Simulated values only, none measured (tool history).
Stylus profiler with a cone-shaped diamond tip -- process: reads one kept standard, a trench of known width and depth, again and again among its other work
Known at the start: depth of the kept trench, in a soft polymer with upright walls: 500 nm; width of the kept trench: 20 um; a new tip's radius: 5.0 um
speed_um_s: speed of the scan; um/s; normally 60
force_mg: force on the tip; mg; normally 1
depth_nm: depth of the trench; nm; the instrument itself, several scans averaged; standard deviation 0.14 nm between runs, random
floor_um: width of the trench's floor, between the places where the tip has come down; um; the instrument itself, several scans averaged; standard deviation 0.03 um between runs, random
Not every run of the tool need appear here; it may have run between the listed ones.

run	day	speed_um_s	force_mg	depth_nm	floor_um
1	0	60	1	503.19	14.53
2	0.679	60	1	503.19	14.53
3	1.433	60	1	502.93	14.45
4	1.933	60	1.1	503.36	14.51
5	2.675	60	0.39	501.36	14.26
6	3.279	171	1	503.07	13.62
7	3.992	171	1	503.07	13.64
8	4.388	122	0.36	501.04	13.34
9	4.779	60	0.7	502.23	14.42
10	5.367	32	0.52	501.58	14.6

Here are 5 independent what-if runs from the current tool condition. What would each one return?
A	5.683	99	1	?	?
B	5.683	22	2.7	?	?
C	5.683	80	0.67	?	?
D	5.683	22	0.52	?	?
E	5.683	27	0.78	?	?

run	depth_nm	floor_um
A	503	14.12
B	506.77	14.78
C	502.09	14.17
D	501.32	14.65
E	502.21	14.67
Without the tool's unlogged condition, the same runs would have read:
run	depth_nm	floor_um
A	503.83	14.85
B	507.6	15.5
C	502.91	14.89
D	502.14	15.38
E	503.03	15.4
